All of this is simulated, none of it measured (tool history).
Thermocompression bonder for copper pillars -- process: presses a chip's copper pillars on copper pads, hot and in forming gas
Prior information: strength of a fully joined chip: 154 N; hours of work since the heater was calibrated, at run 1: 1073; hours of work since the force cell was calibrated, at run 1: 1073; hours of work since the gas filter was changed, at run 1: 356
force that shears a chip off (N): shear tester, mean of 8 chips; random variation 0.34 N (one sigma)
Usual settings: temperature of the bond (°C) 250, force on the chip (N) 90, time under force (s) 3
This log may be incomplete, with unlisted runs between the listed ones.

| run | day | temperature of the bond (°C) | force on the chip (N) | time under force (s) | hours of work since the heater was calibrated | hours of work since the force cell was calibrated | hours of work since the gas filter was changed | force that shears a chip off (N) |
|---|---|---|---|---|---|---|---|---|
| 1 | 0 | 250 | 90 | 3 | 1073 | 1073 | 356 | 96.6 |
| 2 | 1.954 | 250 | 90 | 3 | 1101 | 1101 | 385 | 95.8 |
|  | 2.892 | forming gas filter changed |
| 3 | 3.488 | 250 | 90 | 3 | 1124 | 1124 | 9 | 102.7 |
| 4 | 5.129 | 250 | 90 | 3 | 1148 | 1148 | 33 | 102.4 |
| 5 | 6.733 | 250 | 90 | 3 | 1171 | 1171 | 56 | 102 |
| 6 | 8.658 | 228 | 90 | 3 | 1200 | 1200 | 85 | 79.3 |
| 7 | 10.983 | 228 | 90 | 3 | 1234 | 1234 | 119 | 79.2 |
| 8 | 12.975 | 228 | 90 | 3 | 1263 | 1263 | 148 | 79.4 |
| 9 | 14.817 | 228 | 90 | 3 | 1290 | 1290 | 175 | 79 |
| 10 | 16.9 | 228 | 90 | 4 | 1321 | 1321 | 206 | 86.7 |
| 11 | 19.221 | 272 | 90 | 3 | 1355 | 1355 | 240 | 118.8 |
| 12 | 21.925 | 272 | 90 | 3 | 1394 | 1394 | 280 | 117.8 |
|  | 23.304 | heater calibrated with a thermocouple chip |
|  | 24.279 | force cell calibrated |
| 13 | 25.004 | 250 | 90 | 4 | 24 | 11 | 323 | 103 |
| 14 | 27.212 | 250 | 90 | 4 | 57 | 43 | 355 | 102.1 |
| 15 | 29.688 | 250 | 90 | 3 | 93 | 79 | 391 | 94.7 |
|  | 30.183 | forming gas filter changed |
| 16 | 32.5 | 250 | 90 | 3 | 134 | 120 | 34 | 99.3 |
| 17 | 34.533 | 250 | 90 | 3 | 164 | 150 | 64 | 99.3 |
| 18 | 37.183 | 250 | 90 | 3 | 203 | 189 | 103 | 98.9 |
| 19 | 40.792 | 244 | 122 | 2 | 256 | 242 | 156 | 100.3 |
| 20 | 44.004 | 239 | 104 | 4 | 303 | 289 | 203 | 102.9 |
| 21 | 47.45 | 231 | 101 | 5 | 353 | 340 | 254 | 98.7 |
| 22 | 49.621 | 231 | 101 | 5 | 385 | 372 | 286 | 98.7 |
| 23 | 52.225 | 239 | 101 | 5 | 424 | 410 | 324 | 106.5 |
| 24 | 54.571 | 261 | 92 | 5 | 458 | 445 | 358 | 118.9 |
| 25 | 56.646 | 250 | 90 | 3 | 489 | 475 | 389 | 96.7 |
|  | 57.433 | forming gas filter changed |
| 26 | 58.342 | 221 | 62 | 3 | 513 | 500 | 13 | 52.4 |
| 27 | 60.958 | 248 | 81 | 3 | 552 | 538 | 52 | 92.7 |
| 28 | 63.162 | 252 | 121 | 5 | 584 | 571 | 84 | 131.4 |
| 29 | 65.404 | 252 | 121 | 5 | 617 | 603 | 117 | 130.5 |
| 30 | 68.938 | 252 | 121 | 5 | 669 | 655 | 169 | 130.5 |
| 31 | 72.138 | 252 | 121 | 5 | 716 | 702 | 216 | 130 |
| 32 | 75.054 | 252 | 121 | 5 | 759 | 745 | 259 | 128.7 |
| 33 | 77.021 | 252 | 117 | 3 | 787 | 774 | 288 | 114.8 |
| 34 | 80.404 | 276 | 113 | 4 | 837 | 824 | 337 | 134.6 |
| 35 | 83.304 | 237 | 70 | 4 | 880 | 866 | 380 | 78.4 |
|  | 84.538 | forming gas filter changed |
| 36 | 84.917 | 275 | 90 | 2 | 903 | 890 | 6 | 114.4 |

Predict each of these 4 candidate next runs independently; none follows another, all start after run 36:
| A | 87.133 | 232 | 90 | 7 | 936 | 922 | 38 | ? |
| B | 87.133 | 247 | 98 | 8 | 936 | 922 | 38 | ? |
| C | 87.133 | 251 | 90 | 5 | 936 | 922 | 38 | ? |
| D | 87.133 | 275 | 120 | 3 | 936 | 922 | 38 | ? |

| run | force that shears a chip off (N) |
|---|---|
| A | 108.9 |
| B | 130.1 |
| C | 117.2 |
| D | 138 |
Without the tool's hidden state the same runs would have given:
| run | force that shears a chip off (N) |
|---|---|
| A | 105.2 |
| B | 127.7 |
| C | 114.3 |
| D | 136.7 |
